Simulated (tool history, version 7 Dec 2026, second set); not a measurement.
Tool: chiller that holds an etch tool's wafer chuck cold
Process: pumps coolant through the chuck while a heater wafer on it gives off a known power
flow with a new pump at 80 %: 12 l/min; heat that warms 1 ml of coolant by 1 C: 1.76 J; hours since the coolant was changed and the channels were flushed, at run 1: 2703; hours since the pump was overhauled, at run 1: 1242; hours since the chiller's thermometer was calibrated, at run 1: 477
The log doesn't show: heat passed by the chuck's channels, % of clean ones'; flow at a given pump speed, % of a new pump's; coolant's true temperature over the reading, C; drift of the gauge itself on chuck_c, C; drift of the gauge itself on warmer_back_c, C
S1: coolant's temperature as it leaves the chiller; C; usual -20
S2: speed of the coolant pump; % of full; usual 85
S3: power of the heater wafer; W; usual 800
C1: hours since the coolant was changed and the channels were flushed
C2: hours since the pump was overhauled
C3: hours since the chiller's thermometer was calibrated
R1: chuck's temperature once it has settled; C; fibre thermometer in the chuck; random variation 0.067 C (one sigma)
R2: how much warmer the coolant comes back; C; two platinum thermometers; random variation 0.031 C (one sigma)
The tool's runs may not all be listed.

run 1 hour=0 | S1=-20 S2=85 S3=800 | C1=2703 C2=1242 C3=477 | R1=-15.15 R2=2.12
run 2 hour=48 | S1=-20 S2=73 S3=800 | C1=2751 C2=1290 C3=525 | R1=-14.57 R2=2.5
run 3 hour=73.2 | S1=-20 S2=73 S3=800 | C1=2777 C2=1315 C3=550 | R1=-14.52 R2=2.5
run 4 hour=112.9 | S1=-20 S2=73 S3=800 | C1=2816 C2=1355 C3=590 | R1=-14.6 R2=2.51
run 5 hour=148.6 | S1=-20 S2=71 S3=800 | C1=2852 C2=1391 C3=625 | R1=-14.62 R2=2.58
run 6 hour=170.6 | S1=-20 S2=71 S3=800 | C1=2874 C2=1413 C3=647 | R1=-14.44 R2=2.65
run 7 hour=220.4 | S1=-20 S2=65 S3=800 | C1=2924 C2=1463 C3=697 | R1=-14.06 R2=2.85
run 8 hour=251.6 | S1=-20 S2=65 S3=800 | C1=2955 C2=1494 C3=728 | R1=-14.08 R2=2.91
run 9 hour=291.6 | S1=-20 S2=65 S3=800 | C1=2995 C2=1534 C3=768 | R1=-14.09 R2=2.92
run 10 hour=337.7 | S1=-20 S2=65 S3=800 | C1=3041 C2=1580 C3=814 | R1=-14.18 R2=2.88
run 11 hour=370.6 | S1=-20 S2=92 S3=800 | C1=3074 C2=1613 C3=847 | R1=-15.37 R2=1.99
run 12 hour=399.2 | S1=-20 S2=92 S3=800 | C1=3103 C2=1641 C3=876 | R1=-15.46 R2=2.04
run 13 hour=434.5 | S1=-20 S2=85 S3=800 | C1=3138 C2=1677 C3=911 | R1=-15.24 R2=2.17
run 14 hour=474 | S1=-20 S2=85 S3=800 | C1=3177 C2=1716 C3=951 | R1=-15.23 R2=2.25
run 15 hour=504.7 | S1=-20 S2=85 S3=800 | C1=3208 C2=1747 C3=981 | R1=-15.11 R2=2.22
run 16 hour=527.8 | S1=-20 S2=81 S3=800 | C1=3231 C2=1770 C3=1004 | R1=-15.01 R2=2.33
run 17 hour=550.2 | S1=-20 S2=71 S3=711 | C1=3254 C2=1792 C3=1027 | R1=-15.16 R2=2.39
run 18 hour=572.6 | S1=-20 S2=83 S3=709 | C1=3276 C2=1815 C3=1049 | R1=-15.63 R2=1.95
run 19 hour=593.6 | S1=-21 S2=65 S3=632 | C1=3297 C2=1836 C3=1070 | R1=-16.37 R2=2.35
run 20 hour=642.8 | S1=-23 S2=63 S3=1016 | C1=3346 C2=1885 C3=1120 | R1=-15.36 R2=3.84
run 21 hour=690.5 | S1=-23 S2=63 S3=1016 | C1=3394 C2=1933 C3=1167 | R1=-15.3 R2=3.85
run 22 hour=729.7 | S1=-27 S2=85 S3=800 | C1=3433 C2=1972 C3=1206 | R1=-22.28 R2=2.2
run 23 hour=759 | S1=-15 S2=85 S3=931 | C1=3462 C2=2001 C3=1236 | R1=-9.39 R2=2.59
run 24 hour=782.5 | S1=-15 S2=85 S3=931 | C1=3486 C2=2025 C3=1259 | R1=-9.38 R2=2.66

Forecast run 25:
run 25 hour=830.8 | S1=-20 S2=73 S3=800 | C1=3534 C2=2073 C3=1308 | R1=? R2=?

Run 25 gave R1 -14.44 C, R2 2.68 C.
Without the tool's hidden state the same run would have given R1 -14.47 C, R2 2.54 C.
